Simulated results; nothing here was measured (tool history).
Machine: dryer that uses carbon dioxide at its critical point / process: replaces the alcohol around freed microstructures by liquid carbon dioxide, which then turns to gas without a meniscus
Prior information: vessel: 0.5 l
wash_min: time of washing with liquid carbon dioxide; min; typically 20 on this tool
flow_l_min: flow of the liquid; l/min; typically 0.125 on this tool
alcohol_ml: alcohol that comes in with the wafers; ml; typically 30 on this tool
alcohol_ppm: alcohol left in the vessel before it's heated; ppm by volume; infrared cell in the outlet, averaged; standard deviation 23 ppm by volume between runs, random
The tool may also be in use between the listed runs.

run 1 hour=0 | wash_min=20 flow_l_min=0.125 alcohol_ml=30 | alcohol_ppm=2192
run 2 hour=18.4 | wash_min=20 flow_l_min=0.125 alcohol_ml=30 | alcohol_ppm=2285
run 3 hour=30.7 | wash_min=28 flow_l_min=0.125 alcohol_ml=30 | alcohol_ppm=658
run 4 hour=39.8 | wash_min=28 flow_l_min=0.125 alcohol_ml=30 | alcohol_ppm=673
run 5 hour=51.1 | wash_min=28 flow_l_min=0.125 alcohol_ml=30 | alcohol_ppm=688
run 6 hour=63.8 | wash_min=12 flow_l_min=0.125 alcohol_ml=30 | alcohol_ppm=8516
run 7 hour=80.3 | wash_min=20 flow_l_min=0.125 alcohol_ml=30 | alcohol_ppm=2458
run 8 hour=91.9 | wash_min=20 flow_l_min=0.125 alcohol_ml=30 | alcohol_ppm=2474
run 9 hour=100.9 | wash_min=20 flow_l_min=0.125 alcohol_ml=30 | alcohol_ppm=2514
run 10 hour=108.6 | wash_min=20 flow_l_min=0.125 alcohol_ml=30 | alcohol_ppm=2546
run 11 hour=120.2 | wash_min=20 flow_l_min=0.125 alcohol_ml=30 | alcohol_ppm=2493
run 12 hour=134.5 | wash_min=20 flow_l_min=0.125 alcohol_ml=30 | alcohol_ppm=2635
run 13 hour=152.4 | wash_min=20 flow_l_min=0.125 alcohol_ml=30 | alcohol_ppm=2644
run 14 hour=162.4 | wash_min=20 flow_l_min=0.125 alcohol_ml=30 | alcohol_ppm=2712
run 15 hour=176.1 | wash_min=20 flow_l_min=0.125 alcohol_ml=30 | alcohol_ppm=2689
run 16 hour=185.6 | wash_min=20 flow_l_min=0.125 alcohol_ml=28 | alcohol_ppm=2522
run 17 hour=195.2 | wash_min=20 flow_l_min=0.125 alcohol_ml=28 | alcohol_ppm=2594
run 18 hour=202.7 | wash_min=20 flow_l_min=0.125 alcohol_ml=28 | alcohol_ppm=2648
run 19 hour=214.6 | wash_min=30 flow_l_min=0.134 alcohol_ml=30 | alcohol_ppm=510
run 20 hour=223.7 | wash_min=18 flow_l_min=0.134 alcohol_ml=30 | alcohol_ppm=3128
run 21 hour=231.7 | wash_min=20 flow_l_min=0.168 alcohol_ml=30 | alcohol_ppm=1069
run 22 hour=249.8 | wash_min=26 flow_l_min=0.168 alcohol_ml=27 | alcohol_ppm=363
run 23 hour=259.3 | wash_min=26 flow_l_min=0.168 alcohol_ml=27 | alcohol_ppm=373
run 24 hour=277.6 | wash_min=21 flow_l_min=0.11 alcohol_ml=27 | alcohol_ppm=3405
run 25 hour=292.3 | wash_min=21 flow_l_min=0.11 alcohol_ml=27 | alcohol_ppm=3482
-- hour=300.4 inlet filter changed
run 26 hour=309.1 | wash_min=24 flow_l_min=0.118 alcohol_ml=27 | alcohol_ppm=910
run 27 hour=319.1 | wash_min=24 flow_l_min=0.126 alcohol_ml=27 | alcohol_ppm=736
run 28 hour=335.8 | wash_min=24 flow_l_min=0.106 alcohol_ml=96 | alcohol_ppm=4674
run 29 hour=346.6 | wash_min=24 flow_l_min=0.106 alcohol_ml=96 | alcohol_ppm=4869
run 30 hour=363.1 | wash_min=19 flow_l_min=0.109 alcohol_ml=24 | alcohol_ppm=2452
run 31 hour=377.8 | wash_min=20 flow_l_min=0.203 alcohol_ml=24 | alcohol_ppm=248
run 32 hour=393 | wash_min=20 flow_l_min=0.203 alcohol_ml=24 | alcohol_ppm=253
run 33 hour=406.5 | wash_min=20 flow_l_min=0.125 alcohol_ml=63 | alcohol_ppm=3602
run 34 hour=419.1 | wash_min=20 flow_l_min=0.099 alcohol_ml=36 | alcohol_ppm=4294
run 35 hour=434.5 | wash_min=20 flow_l_min=0.099 alcohol_ml=36 | alcohol_ppm=4417
run 36 hour=449.4 | wash_min=26 flow_l_min=0.081 alcohol_ml=34 | alcohol_ppm=3635

Some steps in alcohol_ppm between neighbouring runs. How much of each would the tool show without its hidden state too (settings, what came in, random variation), and how much is left for the hidden state, with any gauge scatter that isn't in both results?
Hidden state present: flow that reaches the vessel past the clogged filter, %; alcohol in the recycled carbon dioxide, ppm; drift of the gauge itself on alcohol_ppm, %.
Run 5 -> 6: wash_min 28 -> 12. alcohol_ppm +7828 ppm by volume: hidden state +1711, all else +6117.
Run 6 -> 7: wash_min 12 -> 20. alcohol_ppm -6058 ppm by volume: hidden state -1097, all else -4961.
Run 23 -> 24: wash_min 26 -> 21, flow_l_min 0.168 -> 0.11. alcohol_ppm +3032 ppm by volume: hidden state +1365, all else +1667.
Run 25 -> 26: wash_min 21 -> 24, flow_l_min 0.11 -> 0.118, inlet filter changed. alcohol_ppm -2572 ppm by volume: hidden state -1599, all else -973.
Run 27 -> 28: flow_l_min 0.126 -> 0.106, alcohol_ml 27 -> 96. alcohol_ppm +3938 ppm by volume: hidden state +197, all else +3741.
